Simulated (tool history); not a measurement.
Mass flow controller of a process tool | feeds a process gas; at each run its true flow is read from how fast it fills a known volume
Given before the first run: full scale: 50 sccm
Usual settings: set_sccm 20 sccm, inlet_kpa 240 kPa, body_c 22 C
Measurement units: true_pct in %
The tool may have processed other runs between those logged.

| run | hour | set_sccm | inlet_kpa | body_c | true_pct |
|---|---|---|---|---|---|
| 1 | 0 | 20 | 240 | 22 | 100.03 |
| 2 | 100 | 23 | 240 | 22 | 100.13 |
| 3 | 190.2 | 20 | 240 | 22 | 100.27 |
| 4 | 288.2 | 20 | 240 | 22 | 100.17 |
| 5 | 402.4 | 20 | 240 | 22 | 100.16 |
| 6 | 539.1 | 20 | 240 | 22 | 100.42 |
| 7 | 695.1 | 20 | 240 | 22 | 100.43 |
| 8 | 840.7 | 20 | 191 | 22 | 100.26 |
| 9 | 915.1 | 20 | 191 | 22 | 100.17 |
| 10 | 1042.1 | 20 | 202 | 20 | 100.26 |
| 11 | 1132.4 | 40 | 240 | 31 | 101.14 |
|  | 1139.4 | controller's zero set anew |
| 12 | 1269.1 | 40 | 186 | 31 | 101.01 |
| 13 | 1380.6 | 13 | 189 | 22 | 100.79 |
| 14 | 1467.6 | 6 | 189 | 32 | 102.41 |
|  | 1492.1 | controller's zero set anew, once more |
| 15 | 1532.9 | 6 | 189 | 32 | 100.4 |
| 16 | 1657.3 | 31 | 148 | 36 | 100.73 |
| 17 | 1726 | 31 | 148 | 36 | 100.75 |

3 ways to go on from here, each from the tool as it stands after run 17. What would each give?
| A | 1839.2 | 49 | 183 | 35 | ? |
| B | 1839.2 | 11 | 170 | 22 | ? |
| C | 1839.2 | 15 | 240 | 22 | ? |

| run | true_pct |
|---|---|
| A | 101.08 |
| B | 99.72 |
| C | 100.24 |
Without the tool's unlogged condition, the same runs would have read:
| run | true_pct |
|---|---|
| A | 100.36 |
| B | 98.91 |
| C | 99.46 |
